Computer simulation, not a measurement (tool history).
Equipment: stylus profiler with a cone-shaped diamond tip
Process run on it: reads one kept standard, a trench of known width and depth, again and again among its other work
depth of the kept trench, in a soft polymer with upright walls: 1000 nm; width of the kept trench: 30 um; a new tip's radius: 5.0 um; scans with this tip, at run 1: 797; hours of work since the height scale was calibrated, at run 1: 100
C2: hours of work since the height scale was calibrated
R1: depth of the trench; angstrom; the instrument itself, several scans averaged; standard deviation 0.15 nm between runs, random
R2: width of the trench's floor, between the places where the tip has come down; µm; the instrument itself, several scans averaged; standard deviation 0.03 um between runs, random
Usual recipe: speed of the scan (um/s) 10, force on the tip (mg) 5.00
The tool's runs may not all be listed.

{"run": 1, "hour": 0.0, "speed of the scan (um/s)": 10, "force on the tip (mg)": 5.0, "scans with this tip": 797, "C2": 100, "R1": 10115.3, "R2": 23.96}
{"run": 2, "hour": 36.8, "speed of the scan (um/s)": 10, "force on the tip (mg)": 5.0, "scans with this tip": 935, "C2": 118, "R1": 10114.0, "R2": 23.96}
{"run": 3, "hour": 55.9, "speed of the scan (um/s)": 10, "force on the tip (mg)": 5.0, "scans with this tip": 1006, "C2": 127, "R1": 10115.7, "R2": 23.94}
{"run": 4, "hour": 73.6, "speed of the scan (um/s)": 10, "force on the tip (mg)": 5.0, "scans with this tip": 1072, "C2": 135, "R1": 10111.7, "R2": 23.99}
{"run": 5, "hour": 108.1, "speed of the scan (um/s)": 16, "force on the tip (mg)": 5.0, "scans with this tip": 1201, "C2": 151, "R1": 10113.9, "R2": 23.97}
{"run": 6, "hour": 143.2, "speed of the scan (um/s)": 16, "force on the tip (mg)": 5.0, "scans with this tip": 1332, "C2": 168, "R1": 10114.8, "R2": 23.95}
{"run": 7, "hour": 178.8, "speed of the scan (um/s)": 5, "force on the tip (mg)": 5.0, "scans with this tip": 1465, "C2": 185, "R1": 10113.3, "R2": 23.93}
{"run": 8, "hour": 196.3, "speed of the scan (um/s)": 5, "force on the tip (mg)": 5.0, "scans with this tip": 1531, "C2": 193, "R1": 10113.5, "R2": 23.97}
{"run": 9, "hour": 219.0, "speed of the scan (um/s)": 5, "force on the tip (mg)": 5.0, "scans with this tip": 1615, "C2": 203, "R1": 10115.5, "R2": 23.95}
{"run": 10, "hour": 240.5, "speed of the scan (um/s)": 5, "force on the tip (mg)": 3.79, "scans with this tip": 1696, "C2": 214, "R1": 10096.3, "R2": 24.01}
{"run": 11, "hour": 264.0, "speed of the scan (um/s)": 5, "force on the tip (mg)": 3.79, "scans with this tip": 1784, "C2": 225, "R1": 10095.1, "R2": 23.99}
{"run": 12, "hour": 296.1, "speed of the scan (um/s)": 5, "force on the tip (mg)": 2.91, "scans with this tip": 1904, "C2": 240, "R1": 10077.3, "R2": 23.98}
{"run": 13, "hour": 324.6, "speed of the scan (um/s)": 5, "force on the tip (mg)": 2.91, "scans with this tip": 2010, "C2": 253, "R1": 10077.8, "R2": 24.0}
{"run": 14, "hour": 341.2, "speed of the scan (um/s)": 5, "force on the tip (mg)": 2.91, "scans with this tip": 2072, "C2": 261, "R1": 10079.9, "R2": 23.92}
{"run": 15, "hour": 365.8, "speed of the scan (um/s)": 25, "force on the tip (mg)": 11.88, "scans with this tip": 2164, "C2": 272, "R1": 10202.8, "R2": 23.92}
{"run": 16, "hour": 397.7, "speed of the scan (um/s)": 5, "force on the tip (mg)": 9.89, "scans with this tip": 2283, "C2": 287, "R1": 10182.1, "R2": 24.02}
{"run": 17, "hour": 433.0, "speed of the scan (um/s)": 7, "force on the tip (mg)": 4.28, "scans with this tip": 2415, "C2": 304, "R1": 10103.1, "R2": 23.98}
{"run": 18, "hour": 466.7, "speed of the scan (um/s)": 32, "force on the tip (mg)": 12.56, "scans with this tip": 2541, "C2": 320, "R1": 10211.8, "R2": 24.01}
{"run": 19, "hour": 496.2, "speed of the scan (um/s)": 40, "force on the tip (mg)": 1.71, "scans with this tip": 2651, "C2": 334, "R1": 10055.6, "R2": 23.81}
{"run": 20, "hour": 516.1, "speed of the scan (um/s)": 36, "force on the tip (mg)": 4.59, "scans with this tip": 2725, "C2": 343, "R1": 10107.9, "R2": 23.95}
{"run": 21, "hour": 537.9, "speed of the scan (um/s)": 17, "force on the tip (mg)": 4.59, "scans with this tip": 2807, "C2": 353, "R1": 10106.6, "R2": 23.88}
{"run": 22, "hour": 556.1, "speed of the scan (um/s)": 6, "force on the tip (mg)": 2.28, "scans with this tip": 2875, "C2": 362, "R1": 10068.6, "R2": 24.03}

Branching from run 22: 4 alternative next runs. What would each branch give?
{"run": "A", "hour": 578.7, "speed of the scan (um/s)": 30, "force on the tip (mg)": 10.14, "scans with this tip": 2959, "C2": 373, "R1": "?", "R2": "?"}
{"run": "B", "hour": 578.7, "speed of the scan (um/s)": 30, "force on the tip (mg)": 5.0, "scans with this tip": 2959, "C2": 373, "R1": "?", "R2": "?"}
{"run": "C", "hour": 578.7, "speed of the scan (um/s)": 28, "force on the tip (mg)": 2.09, "scans with this tip": 2959, "C2": 373, "R1": "?", "R2": "?"}
{"run": "D", "hour": 578.7, "speed of the scan (um/s)": 24, "force on the tip (mg)": 5.0, "scans with this tip": 2959, "C2": 373, "R1": "?", "R2": "?"}

run=A R1=10182.5 R2=23.91
run=B R1=10112.9 R2=23.93
run=C R1=10065.0 R2=23.85
run=D R1=10115.5 R2=23.90
Had the tool no hidden state, the same runs would have come out as:
run=A R1=10182.4 R2=23.91
run=B R1=10112.9 R2=23.93
run=C R1=10065.0 R2=23.86
run=D R1=10115.5 R2=23.91

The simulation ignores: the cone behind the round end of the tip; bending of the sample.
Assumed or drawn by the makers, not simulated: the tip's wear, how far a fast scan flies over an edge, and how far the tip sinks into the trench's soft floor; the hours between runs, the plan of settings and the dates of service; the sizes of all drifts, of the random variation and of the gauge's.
